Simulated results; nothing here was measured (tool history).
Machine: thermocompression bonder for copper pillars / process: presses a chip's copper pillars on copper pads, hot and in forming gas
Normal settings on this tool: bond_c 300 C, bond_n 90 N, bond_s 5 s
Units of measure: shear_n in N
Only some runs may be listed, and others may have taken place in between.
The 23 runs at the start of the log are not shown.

run   hour  bond_c  bond_n  bond_s  hours of work since the heater was calibrated  hours of work since the force cell was calibrated  hours of work since the gas filter was changed  shear_n
 24  199.6     327      74      12                                            740                                                281                                             309    111.5
 25  209.5     304      81      12                                            747                                                289                                             317    102.4
 26  221.4     304      58      13                                            757                                                298                                             327     85.3
     224.4  -- heater calibrated with a thermocouple chip
 27  230.4     304      58      13                                              5                                                304                                             332     84.8
 28  236.1     328      66       5                                              9                                                308                                             337     82.4
     243.0  -- forming gas filter changed
 29  248.6     300      82      15                                             19                                                318                                               4    110.5
 30  259.4     300     108       9                                             27                                                326                                              13    115.1
 31  270.0     298      74       8                                             36                                                334                                              21     88.7
     275.9  -- heater calibrated with a thermocouple chip, once more
 32  283.1     324      67       4                                              6                                                343                                              30     74.1
 33  296.0     300     100      10                                             16                                                354                                              40    107.7
 34  303.0     285     111      14                                             21                                                359                                              46    114.8
 35  309.3     285     111      14                                             26                                                364                                              51    114.6
 36  317.9     285     111      14                                             33                                                371                                              58    112.2
 37  326.6     300      90       3                                             40                                                378                                              65     68.0
 38  334.1     322      95       3                                             46                                                384                                              71     84.5
 39  343.5     279      97       5                                             54                                                391                                              78     73.8
 40  355.8     279      97       5                                             63                                                401                                              88     73.9
 41  363.6     300     129       5                                             69                                                407                                              94    102.1

3 options for the next run, each taken on its own from the tool as it stands now. Forecast them:
  A  373.0     272      63       5                                             77                                                414                                             101        ?
  B  373.0     296     103       5                                             77                                                414                                             101        ?
  C  373.0     312     133       5                                             77                                                414                                             101        ?

run  shear_n
  A     47.2
  B     86.9
  C    114.1
What these runs would have given with no unlogged condition in the tool:
run  shear_n
  A     48.8
  B     89.4
  C    116.9
